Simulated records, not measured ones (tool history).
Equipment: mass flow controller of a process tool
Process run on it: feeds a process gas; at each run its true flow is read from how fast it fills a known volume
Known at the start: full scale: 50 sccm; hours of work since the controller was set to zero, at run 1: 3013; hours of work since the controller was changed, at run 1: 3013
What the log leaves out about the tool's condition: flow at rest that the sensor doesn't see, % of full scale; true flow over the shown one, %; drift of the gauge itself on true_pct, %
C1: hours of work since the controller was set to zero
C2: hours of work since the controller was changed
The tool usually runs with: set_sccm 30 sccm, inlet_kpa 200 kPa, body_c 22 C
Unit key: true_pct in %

{"run": 1, "hour": 0.0, "set_sccm": 30, "inlet_kpa": 200, "body_c": 22, "C1": 3013, "C2": 3013, "true_pct": 99.36}
{"run": 2, "hour": 130.0, "set_sccm": 30, "inlet_kpa": 200, "body_c": 22, "C1": 3101, "C2": 3101, "true_pct": 99.53}
{"run": 3, "hour": 209.6, "set_sccm": 30, "inlet_kpa": 200, "body_c": 33, "C1": 3155, "C2": 3155, "true_pct": 99.03}
{"run": 4, "hour": 268.7, "set_sccm": 6, "inlet_kpa": 200, "body_c": 22, "C1": 3196, "C2": 3196, "true_pct": 98.73}
{"run": 5, "hour": 356.0, "set_sccm": 30, "inlet_kpa": 200, "body_c": 26, "C1": 3255, "C2": 3255, "true_pct": 99.34}
{"run": 6, "hour": 425.3, "set_sccm": 30, "inlet_kpa": 200, "body_c": 24, "C1": 3302, "C2": 3302, "true_pct": 99.6}
{"run": 7, "hour": 503.5, "set_sccm": 21, "inlet_kpa": 200, "body_c": 24, "C1": 3355, "C2": 3355, "true_pct": 99.4}
{"run": 8, "hour": 615.5, "set_sccm": 21, "inlet_kpa": 200, "body_c": 24, "C1": 3432, "C2": 3432, "true_pct": 99.33}
{"run": 9, "hour": 689.9, "set_sccm": 21, "inlet_kpa": 200, "body_c": 24, "C1": 3482, "C2": 3482, "true_pct": 99.29}
{"run": 10, "hour": 821.8, "set_sccm": 21, "inlet_kpa": 200, "body_c": 24, "C1": 3572, "C2": 3572, "true_pct": 99.36}
{"run": 11, "hour": 909.4, "set_sccm": 21, "inlet_kpa": 200, "body_c": 24, "C1": 3632, "C2": 3632, "true_pct": 99.5}
{"run": 12, "hour": 1028.9, "set_sccm": 30, "inlet_kpa": 200, "body_c": 22, "C1": 3713, "C2": 3713, "true_pct": 100.04}
{"run": 13, "hour": 1109.9, "set_sccm": 30, "inlet_kpa": 195, "body_c": 22, "C1": 3768, "C2": 3768, "true_pct": 99.99}
{"run": 14, "hour": 1246.1, "set_sccm": 30, "inlet_kpa": 195, "body_c": 22, "C1": 3861, "C2": 3861, "true_pct": 100.05}
{"run": 15, "hour": 1327.2, "set_sccm": 30, "inlet_kpa": 195, "body_c": 22, "C1": 3916, "C2": 3916, "true_pct": 100.04}
{"run": 16, "hour": 1402.2, "set_sccm": 30, "inlet_kpa": 195, "body_c": 22, "C1": 3967, "C2": 3967, "true_pct": 100.14}
{"run": 17, "hour": 1483.8, "set_sccm": 30, "inlet_kpa": 195, "body_c": 22, "C1": 4023, "C2": 4023, "true_pct": 100.19}
{"run": 18, "hour": 1584.3, "set_sccm": 30, "inlet_kpa": 195, "body_c": 22, "C1": 4091, "C2": 4091, "true_pct": 100.14}
{"run": 19, "hour": 1681.9, "set_sccm": 30, "inlet_kpa": 195, "body_c": 22, "C1": 4158, "C2": 4158, "true_pct": 100.36}
{"run": 20, "hour": 1759.7, "set_sccm": 30, "inlet_kpa": 195, "body_c": 22, "C1": 4210, "C2": 4210, "true_pct": 100.31}
{"run": 21, "hour": 1871.9, "set_sccm": 30, "inlet_kpa": 195, "body_c": 22, "C1": 4287, "C2": 4287, "true_pct": 100.53}
{"run": 22, "hour": 1965.4, "set_sccm": 30, "inlet_kpa": 200, "body_c": 24, "C1": 4351, "C2": 4351, "true_pct": 100.39}
{"run": 23, "hour": 2043.1, "set_sccm": 5, "inlet_kpa": 200, "body_c": 25, "C1": 4403, "C2": 4403, "true_pct": 99.32}
{"run": 24, "hour": 2173.8, "set_sccm": 5, "inlet_kpa": 200, "body_c": 25, "C1": 4492, "C2": 4492, "true_pct": 99.5}
{"run": 25, "hour": 2273.9, "set_sccm": 43, "inlet_kpa": 196, "body_c": 22, "C1": 4561, "C2": 4561, "true_pct": 101.1}
{"hour": 2286.2, "done": "gauge calibrated"}
{"run": 26, "hour": 2344.5, "set_sccm": 43, "inlet_kpa": 196, "body_c": 38, "C1": 4609, "C2": 4609, "true_pct": 99.43}
{"run": 27, "hour": 2406.9, "set_sccm": 43, "inlet_kpa": 178, "body_c": 31, "C1": 4651, "C2": 4651, "true_pct": 99.56}
{"run": 28, "hour": 2522.6, "set_sccm": 30, "inlet_kpa": 270, "body_c": 22, "C1": 4730, "C2": 4730, "true_pct": 99.3}
{"run": 29, "hour": 2595.1, "set_sccm": 30, "inlet_kpa": 200, "body_c": 38, "C1": 4779, "C2": 4779, "true_pct": 98.92}
{"run": 30, "hour": 2706.1, "set_sccm": 17, "inlet_kpa": 268, "body_c": 29, "C1": 4855, "C2": 4855, "true_pct": 98.77}
{"run": 31, "hour": 2764.0, "set_sccm": 19, "inlet_kpa": 194, "body_c": 36, "C1": 4894, "C2": 4894, "true_pct": 98.89}
{"run": 32, "hour": 2837.3, "set_sccm": 19, "inlet_kpa": 194, "body_c": 36, "C1": 4944, "C2": 4944, "true_pct": 98.92}
{"run": 33, "hour": 2955.3, "set_sccm": 19, "inlet_kpa": 194, "body_c": 36, "C1": 5024, "C2": 5024, "true_pct": 99}
{"run": 34, "hour": 3055.5, "set_sccm": 19, "inlet_kpa": 194, "body_c": 40, "C1": 5092, "C2": 5092, "true_pct": 98.87}
{"run": 35, "hour": 3180.6, "set_sccm": 11, "inlet_kpa": 171, "body_c": 22, "C1": 5178, "C2": 5178, "true_pct": 99.18}
{"run": 36, "hour": 3300.5, "set_sccm": 38, "inlet_kpa": 143, "body_c": 22, "C1": 5259, "C2": 5259, "true_pct": 100.4}
{"run": 37, "hour": 3436.0, "set_sccm": 30, "inlet_kpa": 255, "body_c": 39, "C1": 5352, "C2": 5352, "true_pct": 99.37}
{"run": 38, "hour": 3573.0, "set_sccm": 30, "inlet_kpa": 255, "body_c": 39, "C1": 5445, "C2": 5445, "true_pct": 99.42}
{"run": 39, "hour": 3657.2, "set_sccm": 7, "inlet_kpa": 241, "body_c": 39, "C1": 5502, "C2": 5502, "true_pct": 98.58}
{"run": 40, "hour": 3744.1, "set_sccm": 9, "inlet_kpa": 200, "body_c": 33, "C1": 5561, "C2": 5561, "true_pct": 99.14}
{"run": 41, "hour": 3859.2, "set_sccm": 9, "inlet_kpa": 200, "body_c": 33, "C1": 5640, "C2": 5640, "true_pct": 99.17}
{"run": 42, "hour": 3984.9, "set_sccm": 22, "inlet_kpa": 158, "body_c": 21, "C1": 5725, "C2": 5725, "true_pct": 100.05}
{"run": 43, "hour": 4043.6, "set_sccm": 29, "inlet_kpa": 157, "body_c": 32, "C1": 5765, "C2": 5765, "true_pct": 100.14}
{"run": 44, "hour": 4111.0, "set_sccm": 6, "inlet_kpa": 200, "body_c": 33, "C1": 5811, "C2": 5811, "true_pct": 99.15}

Pick out some run-to-run changes in true_pct. Of each, how much would a tool without hidden state show as well, from the settings, what came in and chance, and how much is left for the hidden state and any gauge scatter not in both results compared?
Run 24 -> 25: set_sccm 5 -> 43, inlet_kpa 200 -> 196, body_c 25 -> 22. true_pct +1.6 %: hidden state +0.05, all else +1.55.
Run 25 -> 26: body_c 22 -> 38, gauge calibrated. true_pct -1.67 %: hidden state -1.21, all else -0.46.
Run 34 -> 35: set_sccm 19 -> 11, inlet_kpa 194 -> 171, body_c 40 -> 22. true_pct +0.31 %: hidden state +0.08, all else +0.23.
Run 35 -> 36: set_sccm 11 -> 38, inlet_kpa 171 -> 143. true_pct +1.22 %: hidden state +0.06, all else +1.16.
Run 37 -> 38: settings left as they were, no log entry in between. true_pct +0.05 %: hidden state +0.08, all else -0.03.
